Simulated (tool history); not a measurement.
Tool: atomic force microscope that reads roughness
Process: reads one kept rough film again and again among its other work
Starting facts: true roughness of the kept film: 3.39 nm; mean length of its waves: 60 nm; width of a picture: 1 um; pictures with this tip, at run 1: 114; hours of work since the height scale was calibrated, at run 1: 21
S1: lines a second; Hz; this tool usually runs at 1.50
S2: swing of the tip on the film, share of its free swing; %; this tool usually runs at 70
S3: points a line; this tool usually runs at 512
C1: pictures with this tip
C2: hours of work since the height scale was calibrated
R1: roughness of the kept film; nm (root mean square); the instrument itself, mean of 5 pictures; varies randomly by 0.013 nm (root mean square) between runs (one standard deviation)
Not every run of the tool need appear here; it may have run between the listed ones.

{"run": 1, "day": 0.0, "S1": 1.5, "S2": 70, "S3": 512, "C1": 114, "C2": 21, "R1": 2.881}
{"day": 0.3, "done": "new tip fitted"}
{"run": 2, "day": 0.875, "S1": 1.5, "S2": 70, "S3": 512, "C1": 22, "C2": 33, "R1": 3.032}
{"run": 3, "day": 1.821, "S1": 1.17, "S2": 70, "S3": 512, "C1": 59, "C2": 46, "R1": 3.026}
{"run": 4, "day": 2.275, "S1": 1.17, "S2": 70, "S3": 508, "C1": 77, "C2": 53, "R1": 3.004}
{"run": 5, "day": 2.829, "S1": 1.17, "S2": 70, "S3": 508, "C1": 99, "C2": 60, "R1": 2.983}
{"run": 6, "day": 3.388, "S1": 1.17, "S2": 70, "S3": 508, "C1": 121, "C2": 68, "R1": 2.912}
{"day": 3.454, "done": "new tip fitted"}
{"run": 7, "day": 4.008, "S1": 1.17, "S2": 70, "S3": 508, "C1": 22, "C2": 76, "R1": 3.061}
{"run": 8, "day": 4.933, "S1": 0.81, "S2": 63, "S3": 847, "C1": 58, "C2": 89, "R1": 3.148}
{"day": 5.025, "done": "height scale calibrated on a step standard"}
{"run": 9, "day": 5.896, "S1": 1.5, "S2": 70, "S3": 570, "C1": 95, "C2": 12, "R1": 2.949}
{"day": 6.608, "done": "new tip fitted"}
{"run": 10, "day": 6.608, "S1": 1.5, "S2": 70, "S3": 570, "C1": 0, "C2": 22, "R1": 3.059}
{"run": 11, "day": 7.025, "S1": 1.5, "S2": 70, "S3": 570, "C1": 16, "C2": 28, "R1": 3.056}
{"run": 12, "day": 7.638, "S1": 0.95, "S2": 70, "S3": 777, "C1": 40, "C2": 36, "R1": 3.109}

4 options for the next run, each taken on its own from the tool as it stands now. Forecast them:
{"run": "A", "day": 8.388, "S1": 1.26, "S2": 70, "S3": 496, "C1": 69, "C2": 47, "R1": "?"}
{"run": "B", "day": 8.388, "S1": 0.73, "S2": 70, "S3": 512, "C1": 69, "C2": 47, "R1": "?"}
{"run": "C", "day": 8.388, "S1": 0.95, "S2": 88, "S3": 777, "C1": 69, "C2": 47, "R1": "?"}
{"run": "D", "day": 8.388, "S1": 0.59, "S2": 64, "S3": 373, "C1": 69, "C2": 47, "R1": "?"}

run=A R1=2.997
run=B R1=3.087
run=C R1=2.819
run=D R1=3.137
Without the tool's unlogged condition, the same runs would have read:
run=A R1=3.095
run=B R1=3.188
run=C R1=2.911
run=D R1=3.240
